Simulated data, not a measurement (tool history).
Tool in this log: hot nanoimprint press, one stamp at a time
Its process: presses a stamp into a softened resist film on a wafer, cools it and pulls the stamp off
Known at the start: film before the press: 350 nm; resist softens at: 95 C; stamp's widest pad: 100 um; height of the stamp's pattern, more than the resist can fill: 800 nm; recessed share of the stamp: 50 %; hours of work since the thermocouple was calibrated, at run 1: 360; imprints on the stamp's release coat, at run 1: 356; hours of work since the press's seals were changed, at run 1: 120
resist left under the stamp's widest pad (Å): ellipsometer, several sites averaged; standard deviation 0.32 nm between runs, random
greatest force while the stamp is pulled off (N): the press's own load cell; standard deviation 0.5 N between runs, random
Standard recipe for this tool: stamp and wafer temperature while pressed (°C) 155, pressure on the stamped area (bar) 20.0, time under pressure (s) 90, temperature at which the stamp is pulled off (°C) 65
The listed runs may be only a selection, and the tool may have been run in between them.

run	day	stamp and wafer temperature while pressed (°C)	pressure on the stamped area (bar)	time under pressure (s)	temperature at which the stamp is pulled off (°C)	hours of work since the thermocouple was calibrated	imprints on the stamp's release coat	hours of work since the press's seals were changed	resist left under the stamp's widest pad (Å)	greatest force while the stamp is pulled off (N)
1	0.000	155	20.0	90	65	360	356	120	1587	118.4
2	2.179	155	20.0	90	58	382	447	142	1593	136.5
3	3.762	155	15.3	90	58	397	513	157	1801	135.7
4	5.221	155	15.3	90	58	411	574	172	1803	136.4
5	6.479	155	15.3	90	58	424	626	184	1798	134.9
6	8.600	155	15.3	90	58	445	715	205	1796	135.7
# day 9.458: stamp cleaned and given a new release coat
7	10.838	155	15.3	90	58	464	58	225	1798	135.4
8	12.467	155	15.3	90	58	481	126	241	1804	135.0
9	14.446	155	15.3	90	58	500	209	260	1802	134.9
10	15.971	155	15.3	90	58	515	272	275	1799	134.6
11	17.771	155	15.3	90	58	533	347	293	1796	134.2
# day 18.754: gauge calibrated
12	19.638	154	13.4	86	55	551	425	311	1996	145.9
13	21.817	151	20.0	54	64	573	516	333	2142	119.5
14	23.317	155	26.6	139	65	587	579	348	1165	116.5
# day 24.358: plate thermocouple calibrated
15	25.000	155	26.6	139	65	6	644	363	1163	117.4
16	27.112	155	26.6	139	65	27	732	384	1165	115.9
# day 27.650: stamp cleaned and given a new release coat
17	28.933	150	24.4	90	60	43	54	399	1731	129.3
18	30.225	150	24.4	90	60	55	108	412	1728	129.6
19	32.229	161	24.4	90	71	75	191	432	1158	99.6

Here are 5 independent what-if runs from the current tool condition. What would each one return?
A	34.312	146	31.2	144	71	96	278	452	?	?
B	34.312	148	12.7	64	71	96	278	452	?	?
C	34.312	154	24.4	90	71	96	278	452	?	?
D	34.312	165	24.4	90	71	96	278	452	?	?
E	34.312	155	19.6	90	60	96	278	452	?	?

run	resist left under the stamp's widest pad (Å)	greatest force while the stamp is pulled off (N)
A	1522	99.9
B	2602	100.0
C	1492	99.9
D	1008	99.0
E	1602	129.0
Take away the tool's hidden state, keep each run's random variation, and the runs would have read:
run	resist left under the stamp's widest pad (Å)	greatest force while the stamp is pulled off (N)
A	1522	101.7
B	2602	101.7
C	1492	101.7
D	1008	100.7
E	1602	131.3
